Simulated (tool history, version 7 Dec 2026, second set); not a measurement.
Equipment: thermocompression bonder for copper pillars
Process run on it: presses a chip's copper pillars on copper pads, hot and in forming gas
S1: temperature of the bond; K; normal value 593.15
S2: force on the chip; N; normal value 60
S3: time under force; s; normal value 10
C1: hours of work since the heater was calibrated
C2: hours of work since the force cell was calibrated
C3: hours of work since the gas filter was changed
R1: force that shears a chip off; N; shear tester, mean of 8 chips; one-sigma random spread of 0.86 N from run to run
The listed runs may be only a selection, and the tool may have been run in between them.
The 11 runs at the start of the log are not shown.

{"run": 12, "hour": 557.7, "S1": 593.15, "S2": 49, "S3": 10, "C1": 703, "C2": 52, "C3": 45, "R1": 64.6}
{"run": 13, "hour": 610.0, "S1": 593.15, "S2": 49, "S3": 10, "C1": 738, "C2": 88, "C3": 81, "R1": 64.5}
{"run": 14, "hour": 643.0, "S1": 593.15, "S2": 49, "S3": 10, "C1": 761, "C2": 110, "C3": 103, "R1": 64.8}
{"run": 15, "hour": 679.8, "S1": 593.15, "S2": 49, "S3": 10, "C1": 786, "C2": 136, "C3": 128, "R1": 63.1}
{"run": 16, "hour": 722.8, "S1": 593.15, "S2": 49, "S3": 10, "C1": 816, "C2": 165, "C3": 158, "R1": 64.0}
{"hour": 737.2, "done": "forming gas filter changed"}
{"run": 17, "hour": 779.2, "S1": 593.15, "S2": 49, "S3": 10, "C1": 854, "C2": 203, "C3": 29, "R1": 63.8}
{"run": 18, "hour": 812.9, "S1": 593.15, "S2": 49, "S3": 26, "C1": 877, "C2": 226, "C3": 52, "R1": 84.4}
{"run": 19, "hour": 854.0, "S1": 593.15, "S2": 49, "S3": 26, "C1": 905, "C2": 254, "C3": 80, "R1": 82.9}
{"run": 20, "hour": 907.0, "S1": 593.15, "S2": 49, "S3": 26, "C1": 941, "C2": 290, "C3": 116, "R1": 81.0}
{"run": 21, "hour": 953.7, "S1": 573.15, "S2": 44, "S3": 19, "C1": 973, "C2": 322, "C3": 148, "R1": 63.5}

Run 22, settings as shown, results not yet in. Your forecast:
{"hour": 982.8, "done": "forming gas filter changed"}
{"run": 22, "hour": 1012.2, "S1": 578.15, "S2": 59, "S3": 10, "C1": 1012, "C2": 362, "C3": 20, "R1": "?"}

{"run 22": {"R1": 62.0}}
Were there no unlogged condition in the tool, this run, its random variation unchanged, would have produced R1 62.2 N.

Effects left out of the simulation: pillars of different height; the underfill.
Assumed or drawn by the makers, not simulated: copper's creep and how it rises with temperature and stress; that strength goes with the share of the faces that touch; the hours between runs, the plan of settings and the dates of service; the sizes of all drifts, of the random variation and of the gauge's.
